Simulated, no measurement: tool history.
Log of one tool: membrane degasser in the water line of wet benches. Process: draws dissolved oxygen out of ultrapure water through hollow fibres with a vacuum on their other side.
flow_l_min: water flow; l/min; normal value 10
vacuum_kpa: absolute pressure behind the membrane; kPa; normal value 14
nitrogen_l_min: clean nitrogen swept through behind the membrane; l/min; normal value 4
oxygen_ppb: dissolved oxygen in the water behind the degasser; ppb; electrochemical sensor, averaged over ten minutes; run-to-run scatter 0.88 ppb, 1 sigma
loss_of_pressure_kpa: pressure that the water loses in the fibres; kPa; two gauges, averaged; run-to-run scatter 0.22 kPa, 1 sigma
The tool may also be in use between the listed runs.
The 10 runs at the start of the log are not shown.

| run | hour | flow_l_min | vacuum_kpa | nitrogen_l_min | hours since the membrane was changed | hours since the vacuum gauge was calibrated | hours since the vacuum lines were made tight | oxygen_ppb | loss_of_pressure_kpa |
|---|---|---|---|---|---|---|---|---|---|
| 11 | 839.8 | 10 | 14 | 4 | 4541 | 1180 | 6442 | 83.9 | 51.5 |
| 12 | 883.9 | 10 | 31.7 | 4 | 4586 | 1224 | 6486 | 190.2 | 51.52 |
| 13 | 957.8 | 10 | 31.7 | 4 | 4660 | 1298 | 6560 | 189.4 | 51.25 |
| 14 | 1004.6 | 10 | 14 | 4 | 4706 | 1344 | 6607 | 82.3 | 51.56 |
| 15 | 1080.2 | 10 | 14 | 4 | 4782 | 1420 | 6682 | 81.5 | 51.36 |
| 16 | 1140.9 | 7 | 14 | 4 | 4843 | 1481 | 6743 | 52.6 | 35.82 |
| 17 | 1209.8 | 10 | 14 | 11.2 | 4912 | 1550 | 6812 | 40 | 51.38 |
| 18 | 1314.2 | 10 | 14 | 11.2 | 5016 | 1654 | 6916 | 40.8 | 51.17 |
| 19 | 1380 | 10 | 16 | 3.48 | 5082 | 1720 | 6982 | 106.4 | 51.35 |

Run 20 is up next; what results do you expect?
| 20 | 1479.9 | 7 | 16 | 3.48 | 5182 | 1820 | 7082 | ? | ? |

{"run 20": {"oxygen_ppb": 71.2, "loss_of_pressure_kpa": 35.97}}
Were there no unlogged condition in the tool, this run, its random variation unchanged, would have produced oxygen_ppb 70.9 ppb, loss_of_pressure_kpa 35.95 kPa.
